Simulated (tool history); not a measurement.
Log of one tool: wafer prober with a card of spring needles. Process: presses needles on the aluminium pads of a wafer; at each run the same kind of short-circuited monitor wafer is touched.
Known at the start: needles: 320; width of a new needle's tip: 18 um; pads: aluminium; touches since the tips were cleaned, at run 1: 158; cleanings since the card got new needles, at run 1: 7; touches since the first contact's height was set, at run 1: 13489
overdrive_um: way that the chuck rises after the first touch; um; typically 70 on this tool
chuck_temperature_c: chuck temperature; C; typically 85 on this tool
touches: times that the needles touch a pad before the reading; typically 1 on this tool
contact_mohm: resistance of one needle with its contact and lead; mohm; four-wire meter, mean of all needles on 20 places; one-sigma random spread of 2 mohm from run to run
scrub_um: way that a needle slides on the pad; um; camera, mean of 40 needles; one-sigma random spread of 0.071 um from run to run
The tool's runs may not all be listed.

run     day  overdrive_um  chuck_temperature_c  touches  touches since the tips were cleaned  cleanings since the card got new needles  touches since the first contact's height was set  contact_mohm  scrub_um
  1       0            70                   85        1                                  158                                         7                                             13489           219     17.12
      0.242  -- tips cleaned on abrasive film
      0.512  -- tips cleaned on abrasive film
  2   0.512            70                   85        1                                    0                                         9                                             16694           219     17.17
      0.825  -- tips cleaned on abrasive film
      1.083  -- tips cleaned on abrasive film
  3   1.267            70                   85        1                                 1184                                        11                                             21469           219     17.06
      1.379  -- tips cleaned on abrasive film
      1.679  -- tips cleaned on abrasive film
      1.979  -- tips cleaned on abrasive film
      2.238  -- tips cleaned on abrasive film
  4   2.288            70                   85        1                                  311                                        15                                             27854           219     17.08
      2.546  -- tips cleaned on abrasive film
      2.862  -- tips cleaned on abrasive film
      3.175  -- tips cleaned on abrasive film
  5   3.179            70                   85        1                                   12                                        18                                             33452           218     17.05
      3.433  -- tips cleaned on abrasive film
      3.746  -- tips cleaned on abrasive film
      4.058  -- tips cleaned on abrasive film
  6   4.058            70                   85        1                                   13                                        21                                             38992           216      17.1
      4.317  -- tips cleaned on abrasive film
      4.617  -- tips cleaned on abrasive film
      4.921  -- tips cleaned on abrasive film
  7   5.071            70                   85        1                                  949                                        24                                             45356           217      17.1
        5.2  -- tips cleaned on abrasive film
      5.521  -- tips cleaned on abrasive film
  8   5.667            70                   85        1                                  923                                        26                                             49100           216     17.03
      5.779  -- tips cleaned on abrasive film
      6.096  -- tips cleaned on abrasive film
      6.404  -- tips cleaned on abrasive film
  9   6.621            70                   30        1                                 1386                                        29                                             55113           205     16.94
      6.688  -- tips cleaned on abrasive film
      7.004  -- tips cleaned on abrasive film
      7.308  -- tips cleaned on abrasive film
      7.567  -- tips cleaned on abrasive film
 10   7.796            70                   30        1                                 1459                                        33                                             62479           208     16.97
      7.862  -- tips cleaned on abrasive film
      8.117  -- tips cleaned on abrasive film
      8.429  -- tips cleaned on abrasive film
 11   8.521            70                   30        1                                  578                                        36                                             67026           207     17.08
      8.712  -- tips cleaned on abrasive film
      8.971  -- tips cleaned on abrasive film
      9.288  -- tips cleaned on abrasive film
      9.579  -- tips cleaned on abrasive film
 12   9.579            70                   30        1                                    0                                        40                                             73669           204     16.93
      9.875  -- tips cleaned on abrasive film
 13  10.112            70                   85        1                                 1501                                        41                                             77034           221      16.9
     10.167  -- tips cleaned on abrasive film
     10.471  -- tips cleaned on abrasive film
     10.779  -- tips cleaned on abrasive film
     11.062  -- tips cleaned on abrasive film
 14  11.308            70                   85        1                                 1564                                        45                                             84567           219     16.99
     11.375  -- tips cleaned on abrasive film
     11.688  -- tips cleaned on abrasive film
     12.004  -- tips cleaned on abrasive film
 15  12.092            70                   85        1                                  553                                        48                                             89466           217     16.97
     12.283  -- tips cleaned on abrasive film
     12.596  -- tips cleaned on abrasive film
     12.904  -- tips cleaned on abrasive film
     13.217  -- tips cleaned on abrasive film
 16  13.262            72                   66        1                                  288                                        52                                             96823           216     17.46
     13.508  -- tips cleaned on abrasive film
     13.767  -- tips cleaned on abrasive film
 17      14            70                   85        1                                 1503                                        54                                            101488           222     16.88
     14.067  -- tips cleaned on abrasive film
     14.325  -- tips cleaned on abrasive film
     14.583  -- tips cleaned on abrasive film
     14.904  -- tips cleaned on abrasive film
 18    15.1            52                   99        2                                 1263                                        58                                            108388           230     12.63
     15.167  -- tips cleaned on abrasive film
     15.475  -- tips cleaned on abrasive film
 19  15.621            90                   99        1                                  932                                        60                                            111643           220     21.55
      15.75  -- tips cleaned on abrasive film
     16.046  -- tips cleaned on abrasive film
     16.338  -- tips cleaned on abrasive film
 20  16.396            70                   88        3                                  366                                        63                                            116513           220     16.83
     16.646  -- tips cleaned on abrasive film
      16.95  -- tips cleaned on abrasive film
     17.204  -- tips cleaned on abrasive film
     17.504  -- tips cleaned on abrasive film
 21  17.546            70                   88        3                                  276                                        67                                            123740           223     16.71
     17.804  -- tips cleaned on abrasive film
 22  18.033            71                   48        2                                 1468                                        68                                            126819           211     17.09
       18.1  -- tips cleaned on abrasive film
     18.358  -- tips cleaned on abrasive film
     18.667  -- tips cleaned on abrasive film
 23  18.908            71                   48        2                                 1531                                        71                                            132303           209     17.07
     18.971  -- tips cleaned on abrasive film
     19.283  -- tips cleaned on abrasive film
     19.479  -- height of the first contact set anew
       19.6  -- tips cleaned on abrasive film
 24    19.6            84                  101        1                                    0                                        74                                               742           221        20
     19.912  -- tips cleaned on abrasive film
     20.204  -- tips cleaned on abrasive film
 25    20.3            70                   65        1                                  597                                        76                                              5149           216     16.78
     20.479  -- tips cleaned on abrasive film
     20.792  -- tips cleaned on abrasive film
     21.096  -- tips cleaned on abrasive film
 26  21.283            70                   65        1                                 1193                                        79                                             11354           216     16.74
     21.417  -- tips cleaned on abrasive film
     21.725  -- tips cleaned on abrasive film
     22.021  -- tips cleaned on abrasive film
 27  22.075            63                   44        2                                  334                                        82                                             16302           212     14.96

Each row is a separate what-if for the run after 27, all from the same tool condition, not one after another. Results?
     22.321  -- tips cleaned on abrasive film
     22.604  -- tips cleaned on abrasive film
     22.921  -- tips cleaned on abrasive film
     23.108  -- gauge calibrated
  A  23.112            55                   48        2                                 1221                                        85                                             22845             ?         ?
     22.321  -- tips cleaned on abrasive film
     22.604  -- tips cleaned on abrasive film
     22.921  -- tips cleaned on abrasive film
     23.108  -- gauge calibrated
  B  23.112            53                   57        3                                 1221                                        85                                             22845             ?         ?
     22.321  -- tips cleaned on abrasive film
     22.604  -- tips cleaned on abrasive film
     22.921  -- tips cleaned on abrasive film
     23.108  -- gauge calibrated
  C  23.112            71                   26        2                                 1221                                        85                                             22845             ?         ?

run  contact_mohm  scrub_um
  A           215     13.41
  B           217     12.96
  C           206     17.38
The same runs, with their run-to-run variation unchanged, on a tool lacking any hidden condition would have given:
run  contact_mohm  scrub_um
  A           214     13.42
  B           217     12.96
  C           206     17.38

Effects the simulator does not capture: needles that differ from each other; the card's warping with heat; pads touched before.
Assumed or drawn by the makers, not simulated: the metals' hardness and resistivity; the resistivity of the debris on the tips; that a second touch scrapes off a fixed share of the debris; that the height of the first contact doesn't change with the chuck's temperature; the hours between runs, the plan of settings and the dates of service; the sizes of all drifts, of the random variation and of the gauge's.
